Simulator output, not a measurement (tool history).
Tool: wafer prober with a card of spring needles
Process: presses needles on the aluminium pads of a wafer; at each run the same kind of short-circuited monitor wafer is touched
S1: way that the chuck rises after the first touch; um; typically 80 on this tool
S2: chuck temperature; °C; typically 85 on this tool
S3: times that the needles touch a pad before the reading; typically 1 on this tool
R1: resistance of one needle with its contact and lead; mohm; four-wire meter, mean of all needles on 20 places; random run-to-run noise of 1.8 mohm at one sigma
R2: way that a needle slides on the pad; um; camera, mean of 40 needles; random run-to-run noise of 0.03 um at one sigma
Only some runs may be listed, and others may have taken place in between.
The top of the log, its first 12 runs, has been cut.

run,hour,S1,S2,S3,R1,R2
# hour 197.8: tips cleaned on abrasive film
# hour 209.3: tips cleaned on abrasive film
13,217.2,80,85,1,215,21.36
# hour 219.8: tips cleaned on abrasive film
14,229.5,80,85,1,210,21.2
# hour 231.4: tips cleaned on abrasive film
# hour 243.4: tips cleaned on abrasive film
15,251.7,80,85,1,210,21.17
# hour 254.2: tips cleaned on abrasive film
# hour 265.1: tips cleaned on abrasive film
16,274.7,80,85,1,213,21.09
# hour 276.8: tips cleaned on abrasive film
# hour 288.8: tips cleaned on abrasive film
# hour 299.1: tips cleaned on abrasive film
17,301.9,80,85,1,201,20.97
# hour 309.3: tips cleaned on abrasive film
# hour 320.4: tips cleaned on abrasive film
18,322.2,79,111,2,201,20.67
# hour 332.2: tips cleaned on abrasive film
# hour 343.5: tips cleaned on abrasive film
19,349.5,69,85,2,206,17.94
# hour 355.1: tips cleaned on abrasive film
# hour 355.4: height of the first contact set anew
# hour 366.2: tips cleaned on abrasive film
20,366.9,75,69,2,187,20.19
# hour 377.2: tips cleaned on abrasive film
# hour 387.6: tips cleaned on abrasive film
21,387.6,80,37,1,179,21.43
# hour 397.9: tips cleaned on abrasive film
22,401.8,80,37,1,191,21.4
# hour 409.8: tips cleaned on abrasive film
23,417.6,80,37,1,202,21.32
# hour 421.3: tips cleaned on abrasive film
# hour 432.2: tips cleaned on abrasive film
24,439.8,80,37,1,202,21.34
# hour 443.9: tips cleaned on abrasive film
# hour 455.4: tips cleaned on abrasive film
25,462.6,68,87,3,203,18.01
# hour 466.8: tips cleaned on abrasive film
26,474.7,68,87,3,203,18
# hour 477.1: tips cleaned on abrasive film
# hour 487.5: tips cleaned on abrasive film
# hour 498: tips cleaned on abrasive film
27,500.5,67,86,1,209,17.69
# hour 509.7: tips cleaned on abrasive film
# hour 520.5: tips cleaned on abrasive film
28,520.5,83,65,2,187,21.92
# hour 532: tips cleaned on abrasive film
29,535.9,83,65,3,188,21.91
# hour 542.9: tips cleaned on abrasive film
# hour 554: tips cleaned on abrasive film
30,556.1,60,37,1,208,15.62

What if the next run were any one of these 4? Each begins from the tool's condition after run 30:
# hour 566: tips cleaned on abrasive film
# hour 577.6: tips cleaned on abrasive film
A,583.6,80,53,2,?,?
# hour 566: tips cleaned on abrasive film
# hour 577.6: tips cleaned on abrasive film
B,583.6,79,42,1,?,?
# hour 566: tips cleaned on abrasive film
# hour 577.6: tips cleaned on abrasive film
C,583.6,61,85,1,?,?
# hour 566: tips cleaned on abrasive film
# hour 577.6: tips cleaned on abrasive film
D,583.6,67,29,3,?,?

run,R1,R2
A,196,20.99
B,205,20.72
C,230,15.85
D,189,17.44
Without the tool's unlogged condition, the same runs would have read:
run,R1,R2
A,178,21.54
B,176,21.27
C,187,16.4
D,173,17.99

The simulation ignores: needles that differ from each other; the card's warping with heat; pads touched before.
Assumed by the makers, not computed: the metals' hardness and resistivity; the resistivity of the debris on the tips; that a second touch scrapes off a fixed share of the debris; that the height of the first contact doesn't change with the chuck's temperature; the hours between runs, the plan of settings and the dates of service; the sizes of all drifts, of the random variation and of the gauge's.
